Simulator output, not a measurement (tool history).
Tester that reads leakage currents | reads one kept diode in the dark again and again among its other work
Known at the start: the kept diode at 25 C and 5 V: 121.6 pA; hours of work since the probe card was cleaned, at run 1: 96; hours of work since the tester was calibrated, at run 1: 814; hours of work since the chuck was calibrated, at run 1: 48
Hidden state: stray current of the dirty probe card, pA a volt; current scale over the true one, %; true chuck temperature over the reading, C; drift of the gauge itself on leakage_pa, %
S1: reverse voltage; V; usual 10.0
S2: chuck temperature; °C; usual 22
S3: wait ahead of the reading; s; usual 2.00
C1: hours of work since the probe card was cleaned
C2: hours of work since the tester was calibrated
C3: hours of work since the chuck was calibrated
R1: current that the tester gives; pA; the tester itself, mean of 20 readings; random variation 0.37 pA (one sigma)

run	day	S1	S2	S3	C1	C2	C3	R1
1	0.000	10.0	22	2.00	96	814	48	123.87
2	2.367	10.0	22	2.00	133	850	84	125.13
3	3.933	10.0	22	2.00	157	874	109	125.38
4	5.479	10.0	22	2.00	180	898	132	126.09
5	7.717	10.0	22	4.03	215	932	167	126.32
6	9.558	10.0	22	3.20	243	961	195	126.61
7	11.396	7.1	22	3.20	271	989	223	111.98
8	13.800	1.6	22	2.00	308	1026	260	66.39
9	15.512	1.6	22	2.00	335	1052	286	66.35
10	17.146	9.0	22	4.88	360	1077	312	123.37

Run 11 comes next. What will it give?
11	18.196	1.9	26	6.60	376	1093	328	?

R1: 96.54 pA
Without the tool's hidden state the same run would have given R1 93.98 pA.
